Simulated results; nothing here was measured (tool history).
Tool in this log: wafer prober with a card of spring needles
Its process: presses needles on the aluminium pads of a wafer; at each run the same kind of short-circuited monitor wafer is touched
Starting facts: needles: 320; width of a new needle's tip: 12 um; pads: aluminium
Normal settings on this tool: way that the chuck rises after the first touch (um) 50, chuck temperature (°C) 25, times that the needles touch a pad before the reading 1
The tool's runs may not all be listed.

| run | hour | way that the chuck rises after the first touch (um) | chuck temperature (°C) | times that the needles touch a pad before the reading | resistance of one needle with its contact and lead (mohm) | way that a needle slides on the pad (um) |
|---|---|---|---|---|---|---|
| 1 | 0.0 | 50 | 25 | 1 | 213 | 12.92 |
|  | 4.0 | tips cleaned on abrasive film |
|  | 6.3 | height of the first contact set anew |
|  | 14.4 | tips cleaned on abrasive film |
|  | 23.5 | tips cleaned on abrasive film |
| 2 | 30.8 | 50 | 25 | 1 | 231 | 13.28 |
|  | 32.9 | tips cleaned on abrasive film |
|  | 42.5 | tips cleaned on abrasive film |
|  | 52.3 | tips cleaned on abrasive film |
| 3 | 59.9 | 50 | 25 | 1 | 247 | 13.22 |
|  | 62.0 | tips cleaned on abrasive film |
|  | 71.3 | tips cleaned on abrasive film |
|  | 81.2 | tips cleaned on abrasive film |
| 4 | 87.3 | 50 | 25 | 1 | 235 | 13.13 |
|  | 89.4 | tips cleaned on abrasive film |
|  | 99.2 | tips cleaned on abrasive film, once more |
|  | 108.5 | tips cleaned on abrasive film |
|  | 118.2 | tips cleaned on abrasive film |
| 5 | 120.8 | 50 | 25 | 1 | 197 | 13.05 |
|  | 127.9 | tips cleaned on abrasive film |
|  | 138.1 | tips cleaned on abrasive film |
|  | 147.5 | tips cleaned on abrasive film |
| 6 | 154.0 | 50 | 25 | 1 | 242 | 12.96 |
|  | 156.0 | tips cleaned on abrasive film |
|  | 165.8 | tips cleaned on abrasive film |
|  | 175.3 | tips cleaned on abrasive film |
| 7 | 177.8 | 50 | 25 | 1 | 201 | 12.93 |
|  | 182.2 | height of the first contact set anew |
|  | 184.3 | tips cleaned on abrasive film |
|  | 194.3 | tips cleaned on abrasive film |
|  | 204.0 | tips cleaned on abrasive film |
| 8 | 208.5 | 50 | 25 | 1 | 227 | 13.26 |
|  | 212.6 | tips cleaned on abrasive film |
|  | 222.4 | tips cleaned on abrasive film |
| 9 | 228.6 | 63 | 25 | 1 | 207 | 16.67 |
|  | 230.7 | tips cleaned on abrasive film |
|  | 240.2 | tips cleaned on abrasive film |
|  | 249.6 | tips cleaned on abrasive film |
| 10 | 253.3 | 63 | 25 | 1 | 183 | 16.57 |
|  | 258.5 | tips cleaned on abrasive film |
|  | 268.2 | tips cleaned on abrasive film |
|  | 277.2 | tips cleaned on abrasive film |
|  | 287.4 | tips cleaned on abrasive film |
| 11 | 287.9 | 63 | 25 | 1 | 159 | 16.49 |
|  | 296.1 | tips cleaned on abrasive film |
|  | 305.1 | tips cleaned on abrasive film |
| 12 | 310.4 | 63 | 25 | 1 | 200 | 16.48 |
|  | 314.1 | tips cleaned on abrasive film |
|  | 323.4 | tips cleaned on abrasive film |
|  | 333.4 | tips cleaned on abrasive film |
|  | 343.1 | tips cleaned on abrasive film |
| 13 | 345.4 | 50 | 25 | 3 | 167 | 12.90 |
|  | 353.1 | tips cleaned on abrasive film |
|  | 357.5 | height of the first contact set anew |
|  | 363.1 | tips cleaned on abrasive film |
| 14 | 367.9 | 50 | 25 | 3 | 179 | 13.32 |
|  | 372.0 | tips cleaned on abrasive film |
|  | 381.4 | tips cleaned on abrasive film |
|  | 390.7 | tips cleaned on abrasive film |
| 15 | 396.3 | 47 | 99 | 2 | 214 | 12.44 |
|  | 400.5 | tips cleaned on abrasive film |
|  | 410.3 | tips cleaned on abrasive film |
|  | 419.8 | tips cleaned on abrasive film |
| 16 | 423.3 | 47 | 99 | 2 | 209 | 12.34 |
|  | 429.4 | tips cleaned on abrasive film |
|  | 439.6 | tips cleaned on abrasive film |
| 17 | 446.0 | 47 | 90 | 2 | 225 | 12.38 |
|  | 447.8 | tips cleaned on abrasive film |
|  | 457.8 | tips cleaned on abrasive film |
|  | 467.2 | tips cleaned on abrasive film |
|  | 475.5 | tips cleaned on abrasive film |
| 18 | 475.5 | 61 | 27 | 2 | 152 | 16.00 |
|  | 485.8 | tips cleaned on abrasive film |
|  | 494.9 | tips cleaned on abrasive film |
| 19 | 495.2 | 61 | 27 | 2 | 152 | 15.94 |
|  | 504.2 | tips cleaned on abrasive film |
|  | 513.5 | tips cleaned on abrasive film |
|  | 523.4 | tips cleaned on abrasive film |
| 20 | 524.6 | 46 | 114 | 1 | 206 | 11.89 |
|  | 532.3 | tips cleaned on abrasive film |
|  | 532.6 | height of the first contact set anew |
|  | 541.8 | tips cleaned on abrasive film |
| 21 | 542.9 | 46 | 114 | 1 | 205 | 12.25 |
|  | 550.5 | tips cleaned on abrasive film |
|  | 558.7 | tips cleaned on abrasive film |
| 22 | 564.0 | 46 | 114 | 1 | 265 | 12.18 |
|  | 568.1 | tips cleaned on abrasive film |
|  | 578.4 | tips cleaned on abrasive film |
| 23 | 583.6 | 46 | 114 | 1 | 262 | 12.17 |
|  | 587.6 | tips cleaned on abrasive film |
|  | 597.2 | tips cleaned on abrasive film |
|  | 607.4 | tips cleaned on abrasive film |
| 24 | 608.8 | 46 | 114 | 1 | 207 | 12.10 |

Per-run results on a tool with no hidden state, each run keeping its own random variation:
Hidden state present: debris on the tips, nm; way that the needles fall short of the set height, um; tips' diameter, um; drift of the gauge itself on contact_mohm, %; drift of the gauge itself on scrub_um, %.
| run | resistance of one needle with its contact and lead (mohm) | way that a needle slides on the pad (um) |
|---|---|---|
| 1 | 145 | 13.35 |
| 2 | 140 | 13.33 |
| 3 | 143 | 13.34 |
| 4 | 144 | 13.31 |
| 5 | 141 | 13.32 |
| 6 | 143 | 13.32 |
| 7 | 142 | 13.35 |
| 8 | 144 | 13.34 |
| 9 | 141 | 16.79 |
| 10 | 138 | 16.77 |
| 11 | 142 | 16.78 |
| 12 | 140 | 16.81 |
| 13 | 143 | 13.34 |
| 14 | 145 | 13.33 |
| 15 | 157 | 12.54 |
| 16 | 157 | 12.51 |
| 17 | 158 | 12.59 |
| 18 | 142 | 16.29 |
| 19 | 142 | 16.27 |
| 20 | 163 | 12.31 |
| 21 | 163 | 12.28 |
| 22 | 164 | 12.25 |
| 23 | 161 | 12.29 |
| 24 | 160 | 12.31 |
